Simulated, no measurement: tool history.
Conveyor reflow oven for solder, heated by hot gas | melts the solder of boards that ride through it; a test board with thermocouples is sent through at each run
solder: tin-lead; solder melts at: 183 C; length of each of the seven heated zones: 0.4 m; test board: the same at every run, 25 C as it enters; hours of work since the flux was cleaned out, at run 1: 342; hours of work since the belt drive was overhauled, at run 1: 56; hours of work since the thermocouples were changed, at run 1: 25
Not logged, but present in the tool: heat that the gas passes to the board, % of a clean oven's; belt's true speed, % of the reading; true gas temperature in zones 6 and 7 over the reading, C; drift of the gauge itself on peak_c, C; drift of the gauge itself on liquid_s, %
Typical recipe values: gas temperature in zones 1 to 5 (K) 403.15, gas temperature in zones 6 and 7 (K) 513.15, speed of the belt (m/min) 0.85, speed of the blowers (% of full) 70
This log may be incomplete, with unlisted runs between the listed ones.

| run | hour | gas temperature in zones 1 to 5 (K) | gas temperature in zones 6 and 7 (K) | speed of the belt (m/min) | speed of the blowers (% of full) | hours of work since the flux was cleaned out | hours of work since the belt drive was overhauled | hours of work since the thermocouples were changed | highest temperature of the board (K) | time above the solder's melting point (s) |
|---|---|---|---|---|---|---|---|---|---|---|
| 1 | 0 | 403.15 | 513.15 | 0.85 | 70 | 342 | 56 | 25 | 490.35 | 40.2 |
| 2 | 4.9 | 403.15 | 513.15 | 0.85 | 70 | 346 | 60 | 28 | 489.95 | 39.5 |
| 3 | 9.1 | 403.15 | 513.15 | 0.85 | 70 | 349 | 63 | 31 | 490.25 | 39.6 |
| 4 | 15.5 | 403.15 | 513.15 | 0.85 | 70 | 354 | 67 | 36 | 490.95 | 39.6 |
| 5 | 24 | 403.15 | 513.15 | 0.85 | 70 | 360 | 73 | 42 | 489.75 | 39.8 |
|  | 29.8 | flux residue cleaned out of gas plates and filters |
| 6 | 37.7 | 403.15 | 513.15 | 0.85 | 70 | 6 | 79 | 48 | 489.35 | 39.1 |
| 7 | 46.2 | 403.15 | 513.15 | 0.85 | 70 | 12 | 86 | 54 | 489.35 | 39.3 |
| 8 | 53.7 | 403.15 | 513.15 | 0.85 | 70 | 17 | 91 | 59 | 488.95 | 39 |
| 9 | 60.5 | 403.15 | 513.15 | 0.85 | 70 | 22 | 96 | 64 | 488.75 | 39.3 |
| 10 | 66.2 | 403.15 | 513.15 | 0.85 | 70 | 26 | 100 | 68 | 489.65 | 38.9 |
| 11 | 71.6 | 403.15 | 513.15 | 0.85 | 70 | 30 | 104 | 72 | 488.75 | 39.4 |
|  | 81.2 | flux residue cleaned out of gas plates and filters, once more |
| 12 | 84.2 | 403.15 | 513.15 | 0.85 | 53 | 2 | 109 | 78 | 487.75 | 38.9 |
| 13 | 90.3 | 415.15 | 513.15 | 0.85 | 70 | 7 | 113 | 82 | 495.55 | 46.4 |
| 14 | 96.3 | 403.15 | 513.15 | 0.85 | 70 | 11 | 118 | 86 | 493.05 | 41.9 |
| 15 | 105.2 | 403.15 | 513.15 | 0.85 | 70 | 17 | 124 | 93 | 492.95 | 41.9 |
| 16 | 109.1 | 403.15 | 513.15 | 0.85 | 70 | 20 | 127 | 95 | 492.65 | 42.1 |
| 17 | 117.6 | 403.15 | 513.15 | 0.85 | 70 | 26 | 133 | 102 | 493.55 | 41.8 |
| 18 | 122.3 | 403.15 | 513.15 | 0.85 | 70 | 29 | 136 | 105 | 492.95 | 41.9 |
| 19 | 126.4 | 403.15 | 526.15 | 0.85 | 52 | 32 | 139 | 108 | 498.75 | 44.7 |
| 20 | 134.2 | 403.15 | 526.15 | 0.85 | 52 | 38 | 145 | 113 | 499.15 | 44.3 |
| 21 | 142.5 | 410.15 | 516.15 | 0.85 | 70 | 44 | 151 | 119 | 497.15 | 45.1 |
| 22 | 148.8 | 410.15 | 521.15 | 0.792 | 70 | 48 | 155 | 124 | 504.45 | 52.8 |
| 23 | 154.5 | 410.15 | 521.15 | 0.792 | 70 | 52 | 159 | 128 | 503.65 | 52.3 |
| 24 | 161.9 | 390.15 | 505.15 | 0.823 | 51 | 58 | 165 | 133 | 477.75 | 29.3 |
| 25 | 169.8 | 390.15 | 505.15 | 0.827 | 71 | 63 | 170 | 139 | 484.75 | 34.9 |
| 26 | 176.2 | 410.15 | 513.15 | 0.893 | 59 | 68 | 175 | 143 | 489.25 | 38.5 |
| 27 | 181.2 | 410.15 | 513.15 | 0.893 | 59 | 71 | 178 | 147 | 489.45 | 38.8 |
| 28 | 186.6 | 403.15 | 511.15 | 0.789 | 63 | 75 | 182 | 151 | 492.15 | 44.4 |
| 29 | 191.5 | 403.15 | 513.15 | 0.735 | 70 | 79 | 186 | 154 | 497.35 | 51.4 |
| 30 | 197.2 | 403.15 | 513.15 | 0.735 | 70 | 83 | 190 | 158 | 497.45 | 51.6 |
| 31 | 205.7 | 403.15 | 513.15 | 0.735 | 70 | 89 | 196 | 165 | 497.05 | 51.9 |

Hidden state at the last listed run before each entry between runs and at the first one after, where it differs:
Runs 5 to 6: flux residue cleaned out of gas plates and filters (hour 29.8)
  heat that the gas passes to the board, % of a clean oven's: 87.4 -> 85.3; true gas temperature in zones 6 and 7 over the reading, C: -0.44 -> -0.46
  measured result minus the result with no hidden state, highest temperature of the board (K): -3.9 -> -4.6; time above the solder's melting point (s): -2.5 -> -3
Runs 11 to 12: flux residue cleaned out of gas plates and filters, once more (hour 81.2)
  heat that the gas passes to the board, % of a clean oven's: 84.5 -> 99.7; true gas temperature in zones 6 and 7 over the reading, C: -0.55 -> -0.57
  measured result minus the result with no hidden state, highest temperature of the board (K): -5 -> -0.4; time above the solder's melting point (s): -3.3 -> -0.2
